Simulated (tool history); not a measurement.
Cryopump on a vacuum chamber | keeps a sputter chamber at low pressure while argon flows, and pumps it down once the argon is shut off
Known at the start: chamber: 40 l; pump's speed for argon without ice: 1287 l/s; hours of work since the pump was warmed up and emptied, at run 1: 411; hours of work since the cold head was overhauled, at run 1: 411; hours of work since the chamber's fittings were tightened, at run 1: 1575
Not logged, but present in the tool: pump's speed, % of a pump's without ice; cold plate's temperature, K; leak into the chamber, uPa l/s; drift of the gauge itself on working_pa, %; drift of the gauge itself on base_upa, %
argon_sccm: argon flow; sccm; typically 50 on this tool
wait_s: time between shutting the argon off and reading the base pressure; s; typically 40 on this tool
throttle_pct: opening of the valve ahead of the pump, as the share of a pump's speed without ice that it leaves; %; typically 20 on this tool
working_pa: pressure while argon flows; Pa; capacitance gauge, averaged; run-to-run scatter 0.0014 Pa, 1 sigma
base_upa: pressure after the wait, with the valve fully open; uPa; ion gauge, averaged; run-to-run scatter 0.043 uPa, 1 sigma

run   hour  argon_sccm  wait_s  throttle_pct  hours of work since the pump was warmed up and emptied  hours of work since the cold head was overhauled  hours of work since the chamber's fittings were tightened  working_pa  base_upa
  1    0.0          50      40            20                                                     411                                               411                                                       1575      0.3488      4.61
  2   48.7          50      40            20                                                     443                                               443                                                       1607      0.3515      4.66
  3   84.3          50      40            20                                                     467                                               467                                                       1630      0.3513      4.84
     122.2  -- pump warmed up, emptied and cooled again
  4  145.6          50      40            20                                                      16                                               504                                                       1668      0.3282      4.22
  5  194.4          50      40            20                                                      48                                               537                                                       1700      0.3297      4.22
  6  240.9          50      40            20                                                      79                                               567                                                       1731      0.3317      4.25
  7  296.1          50      40            20                                                     115                                               604                                                       1768      0.3354      4.49
  8  350.4          21      40            29                                                     151                                               640                                                       1804      0.0986      4.44

What will run 9 give?
  9  414.6          21      40            29                                                     194                                               683                                                       1846           ?         ?

working_pa: 0.0978 Pa
base_upa: 4.44 uPa
With no hidden state in the tool, this same run would have given working_pa 0.0944 Pa, base_upa 2.45 uPa.
